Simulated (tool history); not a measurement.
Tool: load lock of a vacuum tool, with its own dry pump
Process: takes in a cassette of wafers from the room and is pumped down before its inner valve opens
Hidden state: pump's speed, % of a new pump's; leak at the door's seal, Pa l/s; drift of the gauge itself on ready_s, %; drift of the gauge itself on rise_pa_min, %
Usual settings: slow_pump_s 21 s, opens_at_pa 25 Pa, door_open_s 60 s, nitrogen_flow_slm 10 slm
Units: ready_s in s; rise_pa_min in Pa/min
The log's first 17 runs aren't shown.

run	hour	slow_pump_s	opens_at_pa	door_open_s	nitrogen_flow_slm	hours that the pump has run since its overhaul	times that the door has closed on its seal	incoming humidity of the room's air, %	ready_s	rise_pa_min
18	4029.2	21	25	71	10	7637	11143	48.7	38.3	0.108
19	4204.4	21	20	60	10	7813	11966	46.4	38.2	0.098
20	4440.1	21	20	60	10	8048	13073	43.6	38.6	0.101
21	4743.8	21	20	60	10	8352	14500	43	39.1	0.106
22	4876.3	16	20	231	10	8484	15122	47	35.1	0.149
23	5080.6	13	20	74	10	8689	16082	42.6	32.3	0.124
24	5267.4	15	25	60	18	8876	16960	47.1	33.8	0.124
25	5452.1	15	25	60	18	9060	17828	44.4	33.3	0.129
26	5763.8	15	43	76	18	9372	19292	45.4	32.4	0.145
27	5938.8	13	27	98	7	9547	20114	45.7	31.9	0.168
28	6126	19	48	60	10	9734	20994	45.8	35.4	0.157
29	6313.2	12	28	60	14	9921	21873	44.4	30.6	0.162
30	6468.9	29	42	57	14	10077	22605	46.4	43.8	0.166
31	6705.6	21	20	45	10	10314	23717	47.3	39.6	0.172
32	7022.4	14	21	45	10	10631	25205	44.4	33.8	0.187
33	7323.1	14	21	45	10	10931	26618	42.8	33.3	0.198
34	7593.2	14	21	45	10	11201	27886	44.7	33.3	0.206
35	7893.6	10	41	155	23	11502	29298	47.6	28.6	0.244
36	8159.9	10	41	155	23	11768	30549	42.4	28.7	0.24
37	8365.4	21	21	60	11	11974	31514	46.4	39.4	0.255
38	8595.9	41	25	136	10	12204	32597	45.1	55.2	0.279

3 ways to go on from here, each from the tool as it stands after run 38. What would each give?
A	8804.8	12	20	60	10	12413	33579	46	?	?
B	8804.8	21	34	60	10	12413	33579	46	?	?
C	8804.8	25	27	60	5	12413	33579	45.5	?	?

run	ready_s	rise_pa_min
A	32.3	0.273
B	38.3	0.276
C	41.9	0.274
Without the tool's hidden state the same runs would have given:
run	ready_s	rise_pa_min
A	30.1	0.057
B	36.4	0.057
C	40	0.055

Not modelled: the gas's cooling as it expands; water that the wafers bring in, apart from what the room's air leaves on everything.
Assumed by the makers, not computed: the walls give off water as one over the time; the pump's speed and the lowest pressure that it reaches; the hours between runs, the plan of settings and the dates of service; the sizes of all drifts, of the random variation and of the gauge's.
